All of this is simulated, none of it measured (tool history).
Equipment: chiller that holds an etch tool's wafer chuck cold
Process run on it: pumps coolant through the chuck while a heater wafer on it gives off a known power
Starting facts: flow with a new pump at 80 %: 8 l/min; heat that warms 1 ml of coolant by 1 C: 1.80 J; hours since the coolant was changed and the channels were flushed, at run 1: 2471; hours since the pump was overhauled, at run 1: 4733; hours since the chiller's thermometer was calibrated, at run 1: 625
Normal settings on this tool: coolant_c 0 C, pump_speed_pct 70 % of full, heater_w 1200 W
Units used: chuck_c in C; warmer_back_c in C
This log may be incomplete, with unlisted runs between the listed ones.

run,hour,coolant_c,pump_speed_pct,heater_w,hours since the coolant was changed and the channels were flushed,hours since the pump was overhauled,hours since the chiller's thermometer was calibrated,chuck_c,warmer_back_c
1,0,0,70,1200,2471,4733,625,11.7,6.07
2,86.9,1,70,1200,2558,4819,712,12.5,6.14
3,152.6,-6,70,1200,2623,4885,778,5.7,6.15
4,240.6,0,70,1200,2711,4973,866,11.5,6.16
5,308.3,0,70,1200,2779,5041,934,11.7,6.15
6,390.5,0,77,1200,2861,5123,1016,10.6,5.57
7,512.1,0,77,1200,2983,5245,1138,10.7,5.49
8,608.7,0,70,1477,3080,5341,1234,14.5,7.53
9,696.5,0,90,1477,3167,5429,1322,11.3,5.7
10,796.1,0,90,1477,3267,5529,1421,11.5,5.82
11,899.5,0,90,1477,3370,5632,1525,11.4,5.84
12,983.8,-5,70,1200,3455,5716,1609,6.8,6.19
13,1040.7,-5,70,1200,3512,5773,1666,6.9,6.23
14,1114.9,7,70,1200,3586,5847,1740,19.1,6.19
15,1241,0,70,1338,3712,5974,1866,13.4,6.88
16,1348.3,0,70,1200,3819,6081,1974,12,6.21
17,1435,0,70,1200,3906,6168,2060,12.2,6.22
18,1548.9,4,70,647,4020,6281,2174,10.5,3.34
19,1655.9,3,64,821,4127,6388,2281,12.1,4.68
20,1759.2,3,64,821,4230,6492,2385,12,4.73
21,1817,2,68,784,4288,6550,2442,10.3,4.25
22,1893.9,6,73,1006,4365,6626,2519,15.9,5.04
23,1981.6,-2,63,1499,4452,6714,2607,14.9,8.78
24,2074.5,-7,63,1499,4545,6807,2700,10,8.74
25,2183.2,0,84,1327,4654,6916,2809,11.4,5.63
26,2251.3,0,84,1327,4722,6984,2877,11.7,5.59
# hour 2269.8: chiller's thermometer calibrated
27,2324.9,0,84,1327,4795,7056,55,11.3,5.62
28,2426.9,1,84,1327,4897,7158,157,12.7,5.67
29,2535.5,9,85,1604,5005,7267,266,22.7,6.78
30,2609.6,0,65,798,5079,7341,340,8.9,4.58
31,2726.4,-3,86,1460,5196,7458,457,9.4,6.13
32,2790.1,9,86,716,5260,7522,520,15.2,2.98
33,2864.5,9,86,716,5334,7596,595,15.2,3.04

Difference, measured minus no-hidden-state, one row per run. Run-to-run variation is common to both terms; the gauge's own scatter need not be:
The tool's hidden condition here consists of: heat passed by the chuck's channels, % of clean ones'; flow at a given pump speed, % of a new pump's; coolant's true temperature over the reading, C; drift of the gauge itself on chuck_c, C; drift of the gauge itself on warmer_back_c, C.
run,chuck_c,warmer_back_c
1,+1.1,+0.32
2,+1.1,+0.32
3,+1.1,+0.33
4,+1.1,+0.33
5,+1.2,+0.34
6,+1.1,+0.32
7,+1.1,+0.32
8,+1.6,+0.44
9,+1.3,+0.34
10,+1.3,+0.35
11,+1.3,+0.36
12,+1.4,+0.39
13,+1.4,+0.39
14,+1.5,+0.4
15,+1.7,+0.45
16,+1.6,+0.41
17,+1.6,+0.42
18,+0.9,+0.23
19,+1.2,+0.33
20,+1.3,+0.34
21,+1.2,+0.31
22,+1.5,+0.36
23,+2.5,+0.65
24,+2.4,+0.65
25,+1.7,+0.43
26,+1.8,+0.43
27,+1.8,+0.44
28,+1.8,+0.45
29,+2.3,+0.55
30,+1.4,+0.37
31,+2,+0.51
32,+1.1,+0.25
33,+1.1,+0.25
